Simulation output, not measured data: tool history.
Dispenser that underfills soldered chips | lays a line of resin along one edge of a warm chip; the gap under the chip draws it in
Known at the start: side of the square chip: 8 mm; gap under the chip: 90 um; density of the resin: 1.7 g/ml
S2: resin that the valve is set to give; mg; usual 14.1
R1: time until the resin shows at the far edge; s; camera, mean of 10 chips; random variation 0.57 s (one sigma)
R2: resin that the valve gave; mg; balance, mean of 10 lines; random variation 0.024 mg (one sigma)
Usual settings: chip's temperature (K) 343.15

Run 1, day 0.000: usual settings. Result: R1 53.8 s, R2 14.14 mg.
At day 0.183: new syringe of resin.
At day 0.583: new syringe of resin.
Run 2, day 0.583: usual settings. Result: R1 44.9 s, R2 14.11 mg.
Run 3, day 0.925: usual settings. Result: R1 62.5 s, R2 14.05 mg.
At day 0.983: new syringe of resin.
At day 1.383: new syringe of resin.
Run 4, day 1.600: usual settings. Result: R1 54.0 s, R2 13.96 mg.
At day 1.746: new syringe of resin.
Run 5, day 1.900: usual settings. Result: R1 49.6 s, R2 13.88 mg.
At day 2.138: new syringe of resin.
At day 2.525: new syringe of resin.
Run 6, day 2.617: usual settings but chip's temperature (K) 344.15. Result: R1 46.0 s, R2 13.79 mg.
At day 2.896: new syringe of resin.
Run 7, day 3.229: usual settings. Result: R1 61.0 s, R2 13.71 mg.
At day 3.288: new syringe of resin.
At day 3.421: dispensing valve cleaned and set on the balance.
At day 3.754: new syringe of resin.
Run 8, day 3.975: usual settings. Result: R1 54.0 s, R2 14.04 mg.
At day 4.133: new syringe of resin.
At day 4.546: new syringe of resin.
Run 9, day 4.567: usual settings. Result: R1 43.8 s, R2 13.95 mg.
At day 4.933: new syringe of resin.
Run 10, day 5.183: usual settings. Result: R1 55.6 s, R2 13.85 mg.
At day 5.329: new syringe of resin.
At day 5.712: new syringe of resin.
Run 11, day 5.738: usual settings but chip's temperature (K) 334.15. Result: R1 61.6 s, R2 13.82 mg.
At day 6.083: new syringe of resin.
Run 12, day 6.408: usual settings but chip's temperature (K) 334.15. Result: R1 84.6 s, R2 13.72 mg.
At day 6.479: new syringe of resin.
At day 6.850: new syringe of resin.
At day 6.958: dispensing valve cleaned and set on the balance.
Run 13, day 6.967: usual settings but chip's temperature (K) 334.15. Result: R1 64.5 s, R2 14.13 mg.
At day 7.267: new syringe of resin.
Run 14, day 7.433: usual settings. Result: R1 49.5 s, R2 14.07 mg.
At day 7.654: new syringe of resin.
Run 15, day 7.875: usual settings but chip's temperature (K) 357.15, S2 12.9 mg. Result: R1 32.4 s, R2 12.77 mg.
At day 8.029: new syringe of resin.
Run 16, day 8.292: usual settings but chip's temperature (K) 353.15, S2 16.3 mg. Result: R1 37.1 s, R2 16.14 mg.
At day 8.400: new syringe of resin.
Run 17, day 8.725: usual settings but chip's temperature (K) 353.15, S2 16.3 mg. Result: R1 39.3 s, R2 16.04 mg.
At day 8.771: new syringe of resin.
At day 9.146: new syringe of resin.
Run 18, day 9.154: usual settings but chip's temperature (K) 353.15, S2 16.3 mg. Result: R1 29.8 s, R2 15.96 mg.
At day 9.542: new syringe of resin.
Run 19, day 9.721: usual settings but chip's temperature (K) 340.15, S2 17.2 mg. Result: R1 54.5 s, R2 16.77 mg.
At day 9.962: new syringe of resin.
Run 20, day 10.042: usual settings but chip's temperature (K) 342.15, S2 15.6 mg. Result: R1 46.8 s, R2 15.22 mg.
At day 10.362: new syringe of resin.
At day 10.479: dispensing valve cleaned and set on the balance.
Run 21, day 10.538: usual settings but chip's temperature (K) 357.15, S2 16.3 mg. Result: R1 29.2 s, R2 16.23 mg.
At day 10.796: new syringe of resin.
Run 22, day 11.108: usual settings but chip's temperature (K) 342.15, S2 13.1 mg. Result: R1 60.2 s, R2 13.01 mg.
At day 11.200: new syringe of resin.
At day 11.592: new syringe of resin.
Run 23, day 11.667: usual settings but chip's temperature (K) 357.15, S2 12.5 mg. Result: R1 29.5 s, R2 12.33 mg.
At day 11.988: new syringe of resin.
Run 24, day 12.008: usual settings but chip's temperature (K) 345.15, S2 14.8 mg. Result: R1 40.9 s, R2 14.54 mg.
At day 12.358: new syringe of resin.
Run 25, day 12.467: usual settings but chip's temperature (K) 353.15, S2 17.4 mg. Result: R1 31.8 s, R2 17.02 mg.
At day 12.742: new syringe of resin.
Run 26, day 12.917: usual settings but chip's temperature (K) 355.15. Result: R1 33.1 s, R2 13.77 mg.
At day 13.125: new syringe of resin.
At day 13.492: new syringe of resin.
Run 27, day 13.492: usual settings but chip's temperature (K) 353.15, S2 15.5 mg. Result: R1 29.4 s, R2 15.01 mg.
At day 13.904: new syringe of resin.
At day 14.025: dispensing valve cleaned and set on the balance.
Run 28, day 14.104: usual settings but S2 13.3 mg. Result: R1 50.2 s, R2 13.28 mg.

The same runs without the tool's hidden state, with the same run-to-run variation:
The hidden state here: resin's viscosity, % of fresh resin's; dose that the valve gives, % of what is set; true chip temperature over the reading, C; drift of the gauge itself on fill_s, %; drift of the gauge itself on given_mg, %.
run    R1     R2
  1  48.8  14.09
  2  49.2  14.14
  3  49.4  14.13
  4  49.2  14.13
  5  48.0  14.09
  6  46.4  14.08
  7  48.8  14.09
  8  49.1  14.10
  9  47.9  14.08
 10  49.7  14.06
 11  69.3  14.11
 12  70.3  14.10
 13  67.7  14.14
 14  48.3  14.13
 15  29.6  12.87
 16  32.4  16.34
 17  33.0  16.30
 18  32.9  16.28
 19  53.1  17.20
 20  50.0  15.65
 21  29.6  16.30
 22  51.3  13.13
 23  31.3  12.52
 24  45.5  14.80
 25  33.0  17.41
 26  31.9  14.14
 27  33.5  15.50
 28  49.4  13.28
